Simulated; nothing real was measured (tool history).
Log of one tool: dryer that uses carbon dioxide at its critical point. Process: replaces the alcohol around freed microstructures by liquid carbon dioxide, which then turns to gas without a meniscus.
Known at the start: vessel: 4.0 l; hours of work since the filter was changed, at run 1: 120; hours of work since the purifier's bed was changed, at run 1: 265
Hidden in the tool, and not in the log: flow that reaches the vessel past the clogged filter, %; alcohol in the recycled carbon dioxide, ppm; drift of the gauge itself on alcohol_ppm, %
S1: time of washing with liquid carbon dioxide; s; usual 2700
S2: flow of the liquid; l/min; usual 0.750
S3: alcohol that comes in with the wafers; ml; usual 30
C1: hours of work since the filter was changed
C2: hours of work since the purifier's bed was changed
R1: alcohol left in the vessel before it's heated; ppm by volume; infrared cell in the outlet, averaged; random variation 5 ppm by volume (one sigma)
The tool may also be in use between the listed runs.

run,hour,S1,S2,S3,C1,C2,R1
1,0.0,2700,0.750,30,120,265,36
2,18.8,2700,0.750,119,133,279,79
3,44.6,1740,0.750,30,152,297,140
# hour 56.3: inlet filter changed
4,72.2,1740,0.750,30,11,316,119
5,93.2,1800,0.750,30,26,331,109
6,110.6,1800,0.750,30,39,344,109
7,131.6,1800,0.750,30,54,359,115
8,144.9,1800,0.518,30,63,368,369
9,158.3,1800,0.518,30,73,378,382
10,173.1,1800,0.518,30,84,388,373
11,185.7,2700,0.750,21,93,397,42
12,209.0,2700,0.750,30,109,414,42
13,233.8,2700,0.750,30,127,432,41
14,257.8,3840,0.750,30,144,449,43
15,271.5,3840,0.750,30,154,459,30
# hour 281.5: inlet filter changed
16,294.4,2700,0.750,63,9,474,53
17,325.4,2700,0.750,63,31,497,58
18,346.4,2700,0.750,63,46,512,64
19,376.4,2700,0.750,30,68,533,44
20,389.2,2700,0.750,30,77,542,59
# hour 397.3: purifier's bed changed
21,404.8,2700,0.750,30,86,5,20
22,426.8,1800,0.750,30,102,21,105
23,439.7,2700,0.750,30,111,30,18
24,464.1,2700,0.750,30,129,48,22
25,478.9,3000,0.750,30,139,58,10
26,500.0,2100,0.473,97,154,74,1030
# hour 508.3: inlet filter changed
27,526.0,2100,0.473,97,13,91,848
28,545.5,2100,0.473,97,27,105,859
29,561.3,3780,0.473,97,38,117,73
30,587.1,1800,0.959,97,56,135,82
31,616.4,3120,0.620,25,77,156,33
32,644.1,3120,0.620,25,97,176,25
33,664.0,3120,0.750,38,111,190,24
34,694.7,1920,0.750,38,133,212,117
35,717.8,1920,0.750,38,150,229,118
# hour 732.7: inlet filter changed
36,743.1,2700,1.064,91,7,246,33
37,774.0,2700,1.064,91,30,268,22
38,788.9,2640,0.892,113,40,279,38
39,809.7,2880,0.750,25,55,294,32
40,829.4,2880,0.985,22,69,308,38
41,851.4,2880,0.480,22,85,324,98
42,871.1,2880,0.480,22,99,338,88
43,901.8,1680,0.866,100,121,360,253
44,922.5,1680,0.866,100,136,375,256
45,948.2,2700,1.049,30,154,393,44
# hour 955.9: inlet filter changed
46,967.8,2820,0.703,20,8,406,39
47,995.1,3240,1.203,53,28,426,27

How the hidden state differs across the entries between the runs, from the last listed run before each to the first after it:
Between runs 3 and 4: inlet filter changed (hour 56.3)
  flow that reaches the vessel past the clogged filter, %: 92.8 -> 99.4; alcohol in the recycled carbon dioxide, ppm: 28.1 -> 29.5
  measured less the result without the state, R1: +55 -> +27 ppm by volume
Between runs 15 and 16: inlet filter changed (hour 281.5)
  flow that reaches the vessel past the clogged filter, %: 93.3 -> 98.6; alcohol in the recycled carbon dioxide, ppm: 40 -> 41.1
  measured less the result without the state, R1: +30 -> +38 ppm by volume
Between runs 20 and 21: purifier's bed changed (hour 397.3)
  flow that reaches the vessel past the clogged filter, %: 95.8 -> 95.4; alcohol in the recycled carbon dioxide, ppm: 46.1 -> 5.9
  measured less the result without the state, R1: +44 -> +3 ppm by volume
Between runs 26 and 27: inlet filter changed (hour 508.3)
  flow that reaches the vessel past the clogged filter, %: 92.6 -> 99.1; alcohol in the recycled carbon dioxide, ppm: 10.8 -> 12.1
  measured less the result without the state, R1: +235 -> +31 ppm by volume
Between runs 35 and 36: inlet filter changed (hour 732.7)
  flow that reaches the vessel past the clogged filter, %: 93.5 -> 99.6; alcohol in the recycled carbon dioxide, ppm: 22.5 -> 23.8
  measured less the result without the state, R1: +42 -> +18 ppm by volume
Between runs 45 and 46: inlet filter changed (hour 955.9)
  flow that reaches the vessel past the clogged filter, %: 93.3 -> 99.4; alcohol in the recycled carbon dioxide, ppm: 34.6 -> 35.5
  measured less the result without the state, R1: +31 -> +30 ppm by volume
